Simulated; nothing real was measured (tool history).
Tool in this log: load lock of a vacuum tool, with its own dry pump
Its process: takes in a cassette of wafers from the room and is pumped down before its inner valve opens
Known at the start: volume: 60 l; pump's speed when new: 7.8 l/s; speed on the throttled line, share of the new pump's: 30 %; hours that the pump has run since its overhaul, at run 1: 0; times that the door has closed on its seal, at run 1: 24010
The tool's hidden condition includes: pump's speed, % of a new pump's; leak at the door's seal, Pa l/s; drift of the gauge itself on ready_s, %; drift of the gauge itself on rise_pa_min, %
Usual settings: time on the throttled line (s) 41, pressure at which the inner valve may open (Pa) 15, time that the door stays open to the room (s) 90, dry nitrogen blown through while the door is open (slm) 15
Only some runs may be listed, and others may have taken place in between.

| run | hour | time on the throttled line (s) | pressure at which the inner valve may open (Pa) | time that the door stays open to the room (s) | dry nitrogen blown through while the door is open (slm) | hours that the pump has run since its overhaul | times that the door has closed on its seal | incoming humidity of the room's air, % | time from the closed door until the inner valve may open (s) | rise of the pressure with all valves shut (Pa/min) |
|---|---|---|---|---|---|---|---|---|---|---|
| 1 | 0.0 | 41 | 15 | 90 | 15 | 0 | 24010 | 43.7 | 96.7 | 0.121 |
| 2 | 586.4 | 41 | 15 | 90 | 15 | 586 | 25186 | 44.3 | 97.5 | 0.127 |
| 3 | 1194.8 | 41 | 15 | 90 | 15 | 1195 | 26407 | 44.6 | 97.2 | 0.134 |
| 4 | 1521.6 | 41 | 15 | 90 | 15 | 1522 | 27063 | 44.2 | 98.9 | 0.134 |
| 5 | 2030.5 | 24 | 15 | 90 | 15 | 2031 | 28085 | 44.9 | 88.4 | 0.136 |
| 6 | 2655.3 | 24 | 15 | 90 | 15 | 2655 | 29338 | 43.5 | 88.2 | 0.151 |
| 7 | 3199.0 | 24 | 15 | 90 | 15 | 3199 | 30430 | 45.9 | 88.7 | 0.157 |
| 8 | 3695.3 | 24 | 15 | 90 | 15 | 3695 | 31426 | 42.9 | 88.6 | 0.150 |
| 9 | 4192.7 | 41 | 15 | 90 | 15 | 4193 | 32424 | 43.0 | 101.0 | 0.165 |
| 10 | 4587.5 | 41 | 15 | 90 | 15 | 4587 | 33216 | 46.0 | 102.3 | 0.165 |
| 11 | 5163.3 | 41 | 15 | 90 | 15 | 5163 | 34372 | 46.3 | 103.8 | 0.179 |
| 12 | 5658.1 | 41 | 15 | 90 | 15 | 5658 | 35365 | 42.5 | 102.5 | 0.183 |
| 13 | 6204.1 | 41 | 15 | 90 | 15 | 6204 | 36461 | 44.7 | 103.1 | 0.185 |
| 14 | 6610.7 | 41 | 15 | 38 | 15 | 6611 | 37277 | 47.0 | 104.0 | 0.187 |
| 15 | 6923.8 | 41 | 15 | 210 | 15 | 6924 | 37905 | 45.7 | 104.0 | 0.213 |
| 16 | 7415.5 | 30 | 20 | 31 | 45 | 7416 | 38892 | 41.2 | 95.6 | 0.177 |
| 17 | 8045.1 | 30 | 20 | 31 | 45 | 8045 | 40155 | 45.4 | 95.8 | 0.187 |
| 18 | 8457.3 | 30 | 20 | 31 | 45 | 8457 | 40983 | 44.0 | 96.7 | 0.194 |
| 19 | 9008.8 | 30 | 20 | 31 | 45 | 9009 | 42089 | 44.4 | 96.5 | 0.199 |
| 20 | 9462.0 | 47 | 19 | 137 | 11 | 9462 | 42999 | 43.1 | 108.2 | 0.243 |
| 21 | 10018.2 | 67 | 11 | 46 | 15 | 10018 | 44115 | 44.0 | 127.3 | 0.225 |
| 22 | 10546.0 | 41 | 15 | 36 | 15 | 10546 | 45174 | 47.0 | 107.6 | 0.235 |
| 23 | 10819.7 | 41 | 19 | 90 | 15 | 10820 | 45724 | 44.8 | 105.0 | 0.251 |
| 24 | 11445.0 | 41 | 15 | 173 | 35 | 11445 | 46979 | 46.3 | 110.0 | 0.260 |
| 25 | 11766.5 | 44 | 16 | 69 | 32 | 11766 | 47624 | 48.8 | 110.5 | 0.253 |
| 26 | 12382.8 | 44 | 16 | 69 | 32 | 12383 | 48861 | 47.7 | 112.3 | 0.264 |
| 27 | 12977.4 | 44 | 16 | 69 | 32 | 12977 | 50054 | 42.3 | 112.6 | 0.266 |
| 28 | 13562.6 | 29 | 16 | 69 | 22 | 13563 | 51228 | 46.2 | 103.9 | 0.291 |
| 29 | 14152.3 | 40 | 15 | 90 | 15 | 14152 | 52412 | 43.7 | 113.6 | 0.301 |

For some of the steps in time from the closed door until the inner valve may open (s) from one run to the next: how much would appear even if the tool had no hidden state, given the settings, what came in and random variation, and how much remains for the hidden state plus any gauge scatter that the measured result and the result without hidden state don't share?
Run 20 -> 21: time on the throttled line (s) 47 -> 67, pressure at which the inner valve may open (Pa) 19 -> 11, time that the door stays open to the room (s) 137 -> 46, dry nitrogen blown through while the door is open (slm) 11 -> 15. time from the closed door until the inner valve may open (s) +19.1: hidden state +0.4, all else +18.7.
Run 21 -> 22: time on the throttled line (s) 67 -> 41, pressure at which the inner valve may open (Pa) 11 -> 15, time that the door stays open to the room (s) 46 -> 36. time from the closed door until the inner valve may open (s) -19.7: hidden state +1.6, all else -21.3.
Run 27 -> 28: time on the throttled line (s) 44 -> 29, dry nitrogen blown through while the door is open (slm) 32 -> 22. time from the closed door until the inner valve may open (s) -8.7: hidden state +2.0, all else -10.7.
